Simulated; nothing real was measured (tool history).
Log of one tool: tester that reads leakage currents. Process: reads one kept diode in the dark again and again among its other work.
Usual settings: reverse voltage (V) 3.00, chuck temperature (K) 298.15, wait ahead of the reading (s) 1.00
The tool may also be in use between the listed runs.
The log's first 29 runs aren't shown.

run    hour  reverse voltage (V)  chuck temperature (K)  wait ahead of the reading (s)  current that the tester gives (pA)
 30  1037.6                11.98                 308.15                           4.23                               79.49
 31  1058.9                 3.20                 309.15                           1.19                               48.77
 32  1079.1                 3.00                 304.15                           0.41                               31.67
 33  1124.4                 1.48                 311.15                           1.18                               41.09
 34  1148.8                 1.48                 311.15                           1.18                               40.86
 35  1196.8                 8.02                 332.15                           1.46                              427.37
 36  1217.1                 1.43                 332.15                           2.22                              200.80
     1228.0  -- probe card cleaned and baked
 37  1240.6                 1.12                 301.15                           1.00                               15.59
 38  1268.5                 1.12                 301.15                           1.00                               15.56
 39  1306.9                 2.25                 298.15                           3.07                               16.22

Forecast each of these 3 alternatives for the next run:
     1342.9  -- tester calibrated
  A  1342.9                 3.00                 298.15                           1.13                                   ?
     1342.9  -- tester calibrated
  B  1342.9                 3.20                 298.15                           4.64                                   ?
     1342.9  -- tester calibrated
  C  1342.9                15.08                 325.15                           5.32                                   ?

run  current that the tester gives (pA)
  A                               18.60
  B                               18.87
  C                              337.69
Without the tool's hidden state the same runs would have given:
run  current that the tester gives (pA)
  A                               18.62
  B                               18.89
  C                              338.00
